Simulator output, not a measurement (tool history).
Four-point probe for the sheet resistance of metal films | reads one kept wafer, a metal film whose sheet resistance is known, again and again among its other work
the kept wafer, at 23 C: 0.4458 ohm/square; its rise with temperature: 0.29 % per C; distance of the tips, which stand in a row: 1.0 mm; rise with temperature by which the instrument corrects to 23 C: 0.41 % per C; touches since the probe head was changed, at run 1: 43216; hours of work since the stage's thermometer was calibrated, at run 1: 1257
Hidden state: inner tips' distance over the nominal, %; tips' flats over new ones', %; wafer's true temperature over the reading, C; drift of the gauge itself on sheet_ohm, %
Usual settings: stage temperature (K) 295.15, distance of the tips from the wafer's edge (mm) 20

run,day,stage temperature (K),distance of the tips from the wafer's edge (mm),touches since the probe head was changed,hours of work since the stage's thermometer was calibrated,sheet resistance as the instrument gives it (ohm/square)
1,0.000,295.15,20,43216,1257,0.445848
2,1.842,295.15,20,45008,1284,0.446104
3,3.212,295.15,20,46343,1305,0.446196
4,4.229,295.15,20,47329,1320,0.446199
5,5.858,295.15,20,48916,1344,0.446190
6,7.033,295.15,20,50061,1361,0.446247
7,8.158,295.15,20,51154,1378,0.446028
8,9.108,295.15,20,52079,1392,0.446042
9,10.238,295.15,20,53177,1408,0.446127
10,11.688,295.15,20,54589,1430,0.446114
11,13.167,295.15,20,56026,1452,0.446373
12,14.212,295.15,20,57042,1467,0.446249
13,15.592,295.15,20,58386,1487,0.446240
14,17.188,295.15,20,59939,1511,0.446285
15,17.996,295.15,20,60724,1523,0.446245
16,18.808,295.15,20,61515,1535,0.446349
17,20.225,295.15,20,62896,1556,0.446394
18,22.083,295.15,20,64704,1583,0.446487
19,22.888,291.15,8,65486,1595,0.451875

Forecast run 20:
20,24.438,292.15,7,66993,1618,?

{"run 20": {"sheet resistance as the instrument gives it (ohm/square)": 0.452386}}
Without the tool's hidden state the same run would have given sheet resistance as the instrument gives it (ohm/square) 0.452918.

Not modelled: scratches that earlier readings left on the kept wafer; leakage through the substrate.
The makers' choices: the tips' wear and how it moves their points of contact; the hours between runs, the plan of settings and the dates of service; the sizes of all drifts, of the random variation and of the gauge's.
